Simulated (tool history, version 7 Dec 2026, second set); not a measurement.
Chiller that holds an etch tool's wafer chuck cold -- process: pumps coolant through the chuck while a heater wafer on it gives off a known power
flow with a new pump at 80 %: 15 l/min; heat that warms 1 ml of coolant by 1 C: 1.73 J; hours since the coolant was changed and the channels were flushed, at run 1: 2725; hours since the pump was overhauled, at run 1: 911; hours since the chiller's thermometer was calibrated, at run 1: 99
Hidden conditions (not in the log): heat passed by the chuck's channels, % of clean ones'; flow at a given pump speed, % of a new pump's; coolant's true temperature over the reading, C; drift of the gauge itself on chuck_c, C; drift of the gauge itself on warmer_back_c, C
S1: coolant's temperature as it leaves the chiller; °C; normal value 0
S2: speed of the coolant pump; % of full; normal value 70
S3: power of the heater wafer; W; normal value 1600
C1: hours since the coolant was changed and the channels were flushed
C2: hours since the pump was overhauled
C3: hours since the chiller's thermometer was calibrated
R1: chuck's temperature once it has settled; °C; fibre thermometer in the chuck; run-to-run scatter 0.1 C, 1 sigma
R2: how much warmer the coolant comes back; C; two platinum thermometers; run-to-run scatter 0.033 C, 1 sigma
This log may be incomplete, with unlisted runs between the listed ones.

run 1 hour=0.0 | S1=0 S2=70 S3=1600 | C1=2725 C2=911 C3=99 | R1=11.0 R2=4.28
run 2 hour=105.5 | S1=0 S2=70 S3=1600 | C1=2830 C2=1016 C3=205 | R1=10.8 R2=4.30
run 3 hour=267.3 | S1=0 S2=70 S3=1600 | C1=2992 C2=1178 C3=367 | R1=11.0 R2=4.32
run 4 hour=417.0 | S1=0 S2=70 S3=1005 | C1=3142 C2=1328 C3=516 | R1=7.1 R2=2.72
run 5 hour=567.9 | S1=0 S2=70 S3=1005 | C1=3293 C2=1479 C3=667 | R1=7.1 R2=2.72
run 6 hour=693.5 | S1=0 S2=82 S3=1600 | C1=3419 C2=1604 C3=793 | R1=10.2 R2=3.70
run 7 hour=859.8 | S1=0 S2=70 S3=1600 | C1=3585 C2=1770 C3=959 | R1=11.3 R2=4.36
run 8 hour=933.8 | S1=0 S2=70 S3=1600 | C1=3659 C2=1845 C3=1033 | R1=11.4 R2=4.35
run 9 hour=1034.7 | S1=0 S2=70 S3=1600 | C1=3760 C2=1945 C3=1134 | R1=11.4 R2=4.38
run 10 hour=1199.0 | S1=1 S2=70 S3=1600 | C1=3924 C2=2110 C3=1298 | R1=12.8 R2=4.42
run 11 hour=1334.9 | S1=1 S2=70 S3=1600 | C1=4060 C2=2246 C3=1434 | R1=12.7 R2=4.42
run 12 hour=1458.8 | S1=0 S2=70 S3=1600 | C1=4184 C2=2369 C3=1558 | R1=11.6 R2=4.42
run 13 hour=1568.3 | S1=0 S2=70 S3=1600 | C1=4293 C2=2479 C3=1668 | R1=11.7 R2=4.48
run 14 hour=1663.2 | S1=0 S2=70 S3=1600 | C1=4388 C2=2574 C3=1763 | R1=11.7 R2=4.46
run 15 hour=1820.9 | S1=4 S2=70 S3=1600 | C1=4546 C2=2732 C3=1920 | R1=15.7 R2=4.42
run 16 hour=1973.7 | S1=0 S2=70 S3=1549 | C1=4699 C2=2884 C3=2073 | R1=11.8 R2=4.37
run 17 hour=2097.9 | S1=0 S2=70 S3=1549 | C1=4823 C2=3009 C3=2197 | R1=11.6 R2=4.30
run 18 hour=2168.5 | S1=0 S2=70 S3=1549 | C1=4894 C2=3079 C3=2268 | R1=11.7 R2=4.32
run 19 hour=2278.2 | S1=-5 S2=63 S3=855 | C1=5003 C2=3189 C3=2378 | R1=1.8 R2=2.72
run 20 hour=2437.2 | S1=-5 S2=72 S3=1120 | C1=5162 C2=3348 C3=2537 | R1=3.5 R2=3.09
run 21 hour=2602.0 | S1=8 S2=70 S3=810 | C1=5327 C2=3513 C3=2701 | R1=14.6 R2=2.33
run 22 hour=2677.2 | S1=0 S2=65 S3=1600 | C1=5402 C2=3588 C3=2777 | R1=13.0 R2=4.90
run 23 hour=2841.5 | S1=4 S2=65 S3=1600 | C1=5567 C2=3752 C3=2941 | R1=17.0 R2=4.84
run 24 hour=2922.0 | S1=4 S2=70 S3=2245 | C1=5647 C2=3833 C3=3021 | R1=21.4 R2=6.40
-- hour=3063.9 coolant changed, channels flushed
run 25 hour=3071.5 | S1=9 S2=70 S3=1945 | C1=8 C2=3976 C3=3165 | R1=22.4 R2=5.59
run 26 hour=3246.7 | S1=-6 S2=70 S3=1270 | C1=183 C2=4151 C3=3340 | R1=2.7 R2=3.62
run 27 hour=3420.6 | S1=-6 S2=70 S3=2358 | C1=357 C2=4325 C3=3514 | R1=10.2 R2=6.73
run 28 hour=3593.3 | S1=-4 S2=70 S3=2067 | C1=529 C2=4498 C3=3687 | R1=10.4 R2=5.96
run 29 hour=3715.7 | S1=7 S2=84 S3=2112 | C1=652 C2=4620 C3=3809 | R1=20.3 R2=5.11
run 30 hour=3859.7 | S1=7 S2=84 S3=2112 | C1=796 C2=4764 C3=3953 | R1=20.4 R2=5.16
run 31 hour=3934.4 | S1=3 S2=84 S3=2112 | C1=870 C2=4839 C3=4028 | R1=16.3 R2=5.17
run 32 hour=4068.5 | S1=5 S2=70 S3=1120 | C1=1005 C2=4973 C3=4162 | R1=13.1 R2=3.30
run 33 hour=4196.2 | S1=5 S2=70 S3=1120 | C1=1132 C2=5101 C3=4290 | R1=13.2 R2=3.26

3 options for the next run, each taken on its own from the tool as it stands now. Forecast them:
run A hour=4355.6 | S1=-1 S2=71 S3=1351 | C1=1292 C2=5260 C3=4449 | R1=? R2=?
run B hour=4355.6 | S1=9 S2=85 S3=1060 | C1=1292 C2=5260 C3=4449 | R1=? R2=?
run C hour=4355.6 | S1=8 S2=70 S3=825 | C1=1292 C2=5260 C3=4449 | R1=? R2=?

run=A R1=8.6 R2=3.92
run=B R1=16.0 R2=2.55
run=C R1=14.5 R2=2.42
Stripped of hidden state, with their random variation kept, the same runs would have yielded:
run=A R1=7.3 R2=3.51
run=B R1=14.9 R2=2.28
run=C R1=13.4 R2=2.17
